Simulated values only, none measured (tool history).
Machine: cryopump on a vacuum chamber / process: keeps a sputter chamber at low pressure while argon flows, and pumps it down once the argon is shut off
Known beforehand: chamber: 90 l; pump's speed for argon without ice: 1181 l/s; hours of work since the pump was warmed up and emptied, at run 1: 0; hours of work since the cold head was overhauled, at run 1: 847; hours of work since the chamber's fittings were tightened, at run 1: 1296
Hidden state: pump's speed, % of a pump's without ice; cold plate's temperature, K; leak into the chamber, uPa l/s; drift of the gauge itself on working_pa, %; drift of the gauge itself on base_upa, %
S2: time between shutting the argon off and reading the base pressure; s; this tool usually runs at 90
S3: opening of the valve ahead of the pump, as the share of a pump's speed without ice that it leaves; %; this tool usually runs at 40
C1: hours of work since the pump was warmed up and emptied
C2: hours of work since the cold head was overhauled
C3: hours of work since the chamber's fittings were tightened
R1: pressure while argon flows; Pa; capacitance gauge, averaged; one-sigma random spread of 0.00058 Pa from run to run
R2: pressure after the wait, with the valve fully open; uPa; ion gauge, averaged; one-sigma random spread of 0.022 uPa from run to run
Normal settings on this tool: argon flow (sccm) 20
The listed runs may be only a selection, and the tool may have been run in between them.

{"run": 1, "hour": 0.0, "argon flow (sccm)": 20, "S2": 90, "S3": 40, "C1": 0, "C2": 847, "C3": 1296, "R1": 0.0719, "R2": 1.59}
{"run": 2, "hour": 26.2, "argon flow (sccm)": 20, "S2": 90, "S3": 40, "C1": 21, "C2": 868, "C3": 1317, "R1": 0.0721, "R2": 1.61}
{"run": 3, "hour": 50.2, "argon flow (sccm)": 20, "S2": 90, "S3": 40, "C1": 40, "C2": 887, "C3": 1336, "R1": 0.0717, "R2": 1.68}
{"run": 4, "hour": 75.8, "argon flow (sccm)": 20, "S2": 90, "S3": 40, "C1": 60, "C2": 907, "C3": 1356, "R1": 0.0728, "R2": 1.69}
{"run": 5, "hour": 103.6, "argon flow (sccm)": 20, "S2": 283, "S3": 40, "C1": 82, "C2": 929, "C3": 1378, "R1": 0.0738, "R2": 1.55}
{"run": 6, "hour": 121.1, "argon flow (sccm)": 20, "S2": 283, "S3": 40, "C1": 96, "C2": 943, "C3": 1392, "R1": 0.0745, "R2": 1.62}
{"run": 7, "hour": 147.9, "argon flow (sccm)": 20, "S2": 283, "S3": 40, "C1": 117, "C2": 964, "C3": 1413, "R1": 0.075, "R2": 1.62}
{"run": 8, "hour": 167.6, "argon flow (sccm)": 20, "S2": 90, "S3": 40, "C1": 132, "C2": 980, "C3": 1429, "R1": 0.0739, "R2": 1.85}
{"run": 9, "hour": 182.6, "argon flow (sccm)": 20, "S2": 202, "S3": 40, "C1": 144, "C2": 992, "C3": 1441, "R1": 0.0751, "R2": 1.75}
{"run": 10, "hour": 202.0, "argon flow (sccm)": 20, "S2": 202, "S3": 40, "C1": 160, "C2": 1007, "C3": 1456, "R1": 0.0753, "R2": 1.73}
{"run": 11, "hour": 223.8, "argon flow (sccm)": 20, "S2": 90, "S3": 19, "C1": 177, "C2": 1024, "C3": 1473, "R1": 0.155, "R2": 1.95}
{"run": 12, "hour": 235.4, "argon flow (sccm)": 20, "S2": 90, "S3": 19, "C1": 186, "C2": 1033, "C3": 1482, "R1": 0.1556, "R2": 2.02}
{"run": 13, "hour": 253.0, "argon flow (sccm)": 20, "S2": 90, "S3": 19, "C1": 200, "C2": 1047, "C3": 1496, "R1": 0.1553, "R2": 2.07}
{"run": 14, "hour": 273.3, "argon flow (sccm)": 20, "S2": 90, "S3": 19, "C1": 216, "C2": 1063, "C3": 1512, "R1": 0.1559, "R2": 2.05}
{"run": 15, "hour": 296.6, "argon flow (sccm)": 14, "S2": 90, "S3": 40, "C1": 234, "C2": 1082, "C3": 1531, "R1": 0.0545, "R2": 2.02}
{"run": 16, "hour": 312.0, "argon flow (sccm)": 17, "S2": 211, "S3": 36, "C1": 247, "C2": 1094, "C3": 1543, "R1": 0.0728, "R2": 1.91}
{"run": 17, "hour": 326.2, "argon flow (sccm)": 11, "S2": 92, "S3": 30, "C1": 258, "C2": 1105, "C3": 1554, "R1": 0.0558, "R2": 2.09}
{"run": 18, "hour": 350.7, "argon flow (sccm)": 20, "S2": 90, "S3": 18, "C1": 277, "C2": 1124, "C3": 1573, "R1": 0.1658, "R2": 2.18}
{"run": 19, "hour": 375.9, "argon flow (sccm)": 20, "S2": 90, "S3": 18, "C1": 297, "C2": 1144, "C3": 1593, "R1": 0.1659, "R2": 2.24}
{"run": 20, "hour": 390.2, "argon flow (sccm)": 20, "S2": 21, "S3": 20, "C1": 308, "C2": 1156, "C3": 1605, "R1": 0.1503, "R2": 3.18}
{"run": 21, "hour": 415.5, "argon flow (sccm)": 20, "S2": 48, "S3": 51, "C1": 328, "C2": 1176, "C3": 1625, "R1": 0.0645, "R2": 2.59}
{"run": 22, "hour": 438.1, "argon flow (sccm)": 20, "S2": 48, "S3": 51, "C1": 346, "C2": 1194, "C3": 1643, "R1": 0.0651, "R2": 2.69}
{"run": 23, "hour": 457.5, "argon flow (sccm)": 19, "S2": 217, "S3": 31, "C1": 362, "C2": 1209, "C3": 1658, "R1": 0.0969, "R2": 2.21}
{"run": 24, "hour": 480.9, "argon flow (sccm)": 20, "S2": 146, "S3": 18, "C1": 380, "C2": 1227, "C3": 1676, "R1": 0.168, "R2": 2.27}
{"run": 25, "hour": 505.3, "argon flow (sccm)": 37, "S2": 90, "S3": 40, "C1": 399, "C2": 1247, "C3": 1696, "R1": 0.1528, "R2": 2.51}

The logged runs with the hidden state left out (each run's random variation unchanged):
run=1 R1=0.0716 R2=0.55
run=2 R1=0.0714 R2=0.54
run=3 R1=0.0706 R2=0.56
run=4 R1=0.0713 R2=0.54
run=5 R1=0.0718 R2=0.35
run=6 R1=0.0722 R2=0.36
run=7 R1=0.0722 R2=0.36
run=8 R1=0.0708 R2=0.56
run=9 R1=0.0717 R2=0.39
run=10 R1=0.0715 R2=0.39
run=11 R1=0.1508 R2=0.56
run=12 R1=0.1511 R2=0.59
run=13 R1=0.1505 R2=0.57
run=14 R1=0.1507 R2=0.56
run=15 R1=0.0505 R2=0.52
run=16 R1=0.0677 R2=0.38
run=17 R1=0.0524 R2=0.54
run=18 R1=0.1589 R2=0.55
run=19 R1=0.1584 R2=0.56
run=20 R1=0.1423 R2=1.5
run=21 R1=0.0561 R2=0.82
run=22 R1=0.056 R2=0.85
run=23 R1=0.0879 R2=0.36
run=24 R1=0.1579 R2=0.4
run=25 R1=0.1328 R2=0.56
